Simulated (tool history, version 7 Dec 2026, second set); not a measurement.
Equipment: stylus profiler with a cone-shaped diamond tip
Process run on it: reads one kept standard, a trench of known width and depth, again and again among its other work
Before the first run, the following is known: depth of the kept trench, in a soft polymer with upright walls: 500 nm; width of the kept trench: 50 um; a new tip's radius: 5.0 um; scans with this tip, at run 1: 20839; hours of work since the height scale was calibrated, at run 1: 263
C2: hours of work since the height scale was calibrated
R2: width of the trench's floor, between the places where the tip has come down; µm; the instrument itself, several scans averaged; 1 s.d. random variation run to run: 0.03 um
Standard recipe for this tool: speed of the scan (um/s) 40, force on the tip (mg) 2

{"run": 1, "hour": 0.0, "speed of the scan (um/s)": 40, "force on the tip (mg)": 2, "scans with this tip": 20839, "C2": 263, "depth of the trench (nm)": 502.44, "R2": 45.46}
{"run": 2, "hour": 73.6, "speed of the scan (um/s)": 40, "force on the tip (mg)": 1.41, "scans with this tip": 21263, "C2": 313, "depth of the trench (nm)": 501.82, "R2": 45.47}
{"run": 3, "hour": 171.8, "speed of the scan (um/s)": 40, "force on the tip (mg)": 1.41, "scans with this tip": 21829, "C2": 380, "depth of the trench (nm)": 502.2, "R2": 45.43}
{"run": 4, "hour": 261.5, "speed of the scan (um/s)": 40, "force on the tip (mg)": 1.41, "scans with this tip": 22346, "C2": 442, "depth of the trench (nm)": 502.03, "R2": 45.46}
{"run": 5, "hour": 367.1, "speed of the scan (um/s)": 40, "force on the tip (mg)": 2, "scans with this tip": 22955, "C2": 514, "depth of the trench (nm)": 502.7, "R2": 45.49}
{"run": 6, "hour": 443.9, "speed of the scan (um/s)": 40, "force on the tip (mg)": 2, "scans with this tip": 23397, "C2": 567, "depth of the trench (nm)": 502.65, "R2": 45.48}
{"run": 7, "hour": 495.0, "speed of the scan (um/s)": 40, "force on the tip (mg)": 2, "scans with this tip": 23692, "C2": 602, "depth of the trench (nm)": 502.69, "R2": 45.51}
{"run": 8, "hour": 565.7, "speed of the scan (um/s)": 40, "force on the tip (mg)": 2, "scans with this tip": 24099, "C2": 650, "depth of the trench (nm)": 502.61, "R2": 45.49}
{"run": 9, "hour": 636.5, "speed of the scan (um/s)": 40, "force on the tip (mg)": 2, "scans with this tip": 24508, "C2": 699, "depth of the trench (nm)": 502.58, "R2": 45.52}
{"run": 10, "hour": 716.2, "speed of the scan (um/s)": 40, "force on the tip (mg)": 0.85, "scans with this tip": 24967, "C2": 753, "depth of the trench (nm)": 501.52, "R2": 45.43}
{"run": 11, "hour": 802.9, "speed of the scan (um/s)": 40, "force on the tip (mg)": 0.85, "scans with this tip": 25466, "C2": 813, "depth of the trench (nm)": 501.48, "R2": 45.41}
{"run": 12, "hour": 861.9, "speed of the scan (um/s)": 40, "force on the tip (mg)": 2, "scans with this tip": 25807, "C2": 853, "depth of the trench (nm)": 502.59, "R2": 45.48}
{"run": 13, "hour": 938.6, "speed of the scan (um/s)": 40, "force on the tip (mg)": 2, "scans with this tip": 26249, "C2": 906, "depth of the trench (nm)": 502.47, "R2": 45.5}
{"run": 14, "hour": 1013.8, "speed of the scan (um/s)": 40, "force on the tip (mg)": 2, "scans with this tip": 26682, "C2": 957, "depth of the trench (nm)": 502.38, "R2": 45.5}
{"run": 15, "hour": 1096.7, "speed of the scan (um/s)": 40, "force on the tip (mg)": 2, "scans with this tip": 27160, "C2": 1014, "depth of the trench (nm)": 502.44, "R2": 45.54}
{"run": 16, "hour": 1163.9, "speed of the scan (um/s)": 40, "force on the tip (mg)": 2, "scans with this tip": 27547, "C2": 1060, "depth of the trench (nm)": 502.66, "R2": 45.42}
{"run": 17, "hour": 1209.3, "speed of the scan (um/s)": 40, "force on the tip (mg)": 1.03, "scans with this tip": 27809, "C2": 1091, "depth of the trench (nm)": 501.74, "R2": 45.44}
{"run": 18, "hour": 1259.6, "speed of the scan (um/s)": 40, "force on the tip (mg)": 2, "scans with this tip": 28099, "C2": 1126, "depth of the trench (nm)": 502.68, "R2": 45.48}
{"run": 19, "hour": 1344.5, "speed of the scan (um/s)": 40, "force on the tip (mg)": 2, "scans with this tip": 28588, "C2": 1184, "depth of the trench (nm)": 502.71, "R2": 45.52}
{"run": 20, "hour": 1391.4, "speed of the scan (um/s)": 16, "force on the tip (mg)": 0.79, "scans with this tip": 28859, "C2": 1216, "depth of the trench (nm)": 501.21, "R2": 45.6}
{"run": 21, "hour": 1477.8, "speed of the scan (um/s)": 106, "force on the tip (mg)": 1.51, "scans with this tip": 29356, "C2": 1275, "depth of the trench (nm)": 502.05, "R2": 45.23}
{"run": 22, "hour": 1539.8, "speed of the scan (um/s)": 12, "force on the tip (mg)": 0.77, "scans with this tip": 29714, "C2": 1318, "depth of the trench (nm)": 501.29, "R2": 45.61}
{"run": 23, "hour": 1609.9, "speed of the scan (um/s)": 70, "force on the tip (mg)": 2, "scans with this tip": 30118, "C2": 1366, "depth of the trench (nm)": 502.69, "R2": 45.38}
{"run": 24, "hour": 1661.7, "speed of the scan (um/s)": 24, "force on the tip (mg)": 1.45, "scans with this tip": 30417, "C2": 1401, "depth of the trench (nm)": 502.14, "R2": 45.57}
{"run": 25, "hour": 1742.4, "speed of the scan (um/s)": 24, "force on the tip (mg)": 1.45, "scans with this tip": 30882, "C2": 1457, "depth of the trench (nm)": 502.03, "R2": 45.56}
{"run": 26, "hour": 1827.2, "speed of the scan (um/s)": 41, "force on the tip (mg)": 0.97, "scans with this tip": 31370, "C2": 1515, "depth of the trench (nm)": 501.59, "R2": 45.41}
{"run": 27, "hour": 1882.0, "speed of the scan (um/s)": 104, "force on the tip (mg)": 3.75, "scans with this tip": 31686, "C2": 1552, "depth of the trench (nm)": 503.99, "R2": 45.42}
{"run": 28, "hour": 1951.6, "speed of the scan (um/s)": 104, "force on the tip (mg)": 3.75, "scans with this tip": 32087, "C2": 1600, "depth of the trench (nm)": 504.18, "R2": 45.38}
{"run": 29, "hour": 2019.2, "speed of the scan (um/s)": 28, "force on the tip (mg)": 1.36, "scans with this tip": 32477, "C2": 1646, "depth of the trench (nm)": 502.17, "R2": 45.5}
{"run": 30, "hour": 2078.0, "speed of the scan (um/s)": 49, "force on the tip (mg)": 0.97, "scans with this tip": 32816, "C2": 1687, "depth of the trench (nm)": 501.25, "R2": 45.39}
{"run": 31, "hour": 2140.6, "speed of the scan (um/s)": 33, "force on the tip (mg)": 1.49, "scans with this tip": 33177, "C2": 1729, "depth of the trench (nm)": 502.25, "R2": 45.51}
{"run": 32, "hour": 2239.9, "speed of the scan (um/s)": 33, "force on the tip (mg)": 1.49, "scans with this tip": 33749, "C2": 1797, "depth of the trench (nm)": 501.99, "R2": 45.5}
{"run": 33, "hour": 2331.5, "speed of the scan (um/s)": 43, "force on the tip (mg)": 2.68, "scans with this tip": 34277, "C2": 1860, "depth of the trench (nm)": 502.99, "R2": 45.52}
{"run": 34, "hour": 2427.8, "speed of the scan (um/s)": 21, "force on the tip (mg)": 0.79, "scans with this tip": 34832, "C2": 1926, "depth of the trench (nm)": 501.33, "R2": 45.47}
{"run": 35, "hour": 2527.8, "speed of the scan (um/s)": 146, "force on the tip (mg)": 0.79, "scans with this tip": 35409, "C2": 1995, "depth of the trench (nm)": 501.62, "R2": 44.84}
{"hour": 2550.3, "done": "new tip fitted, height scale calibrated"}
{"run": 36, "hour": 2609.3, "speed of the scan (um/s)": 146, "force on the tip (mg)": 0.79, "scans with this tip": 340, "C2": 40, "depth of the trench (nm)": 501.39, "R2": 44.84}
{"run": 37, "hour": 2692.3, "speed of the scan (um/s)": 146, "force on the tip (mg)": 0.79, "scans with this tip": 818, "C2": 97, "depth of the trench (nm)": 501.62, "R2": 44.83}

Here are 5 independent what-if runs from the current tool condition. What would each one return?
{"run": "A", "hour": 2779.3, "speed of the scan (um/s)": 12, "force on the tip (mg)": 0.94, "scans with this tip": 1320, "C2": 157, "depth of the trench (nm)": "?", "R2": "?"}
{"run": "B", "hour": 2779.3, "speed of the scan (um/s)": 95, "force on the tip (mg)": 0.67, "scans with this tip": 1320, "C2": 157, "depth of the trench (nm)": "?", "R2": "?"}
{"run": "C", "hour": 2779.3, "speed of the scan (um/s)": 35, "force on the tip (mg)": 0.71, "scans with this tip": 1320, "C2": 157, "depth of the trench (nm)": "?", "R2": "?"}
{"run": "D", "hour": 2779.3, "speed of the scan (um/s)": 60, "force on the tip (mg)": 5.15, "scans with this tip": 1320, "C2": 157, "depth of the trench (nm)": "?", "R2": "?"}
{"run": "E", "hour": 2779.3, "speed of the scan (um/s)": 10, "force on the tip (mg)": 0.78, "scans with this tip": 1320, "C2": 157, "depth of the trench (nm)": "?", "R2": "?"}

run=A depth_of_the_trench_(nm)=501.62 R2=45.55
run=B depth_of_the_trench_(nm)=501.18 R2=45.09
run=C depth_of_the_trench_(nm)=501.13 R2=45.43
run=D depth_of_the_trench_(nm)=505.08 R2=45.54
run=E depth_of_the_trench_(nm)=501.52 R2=45.56
With no hidden state in the tool, these same runs would have given:
run=A depth_of_the_trench_(nm)=501.62 R2=45.55
run=B depth_of_the_trench_(nm)=501.18 R2=45.09
run=C depth_of_the_trench_(nm)=501.13 R2=45.43
run=D depth_of_the_trench_(nm)=505.08 R2=45.54
run=E depth_of_the_trench_(nm)=501.52 R2=45.56
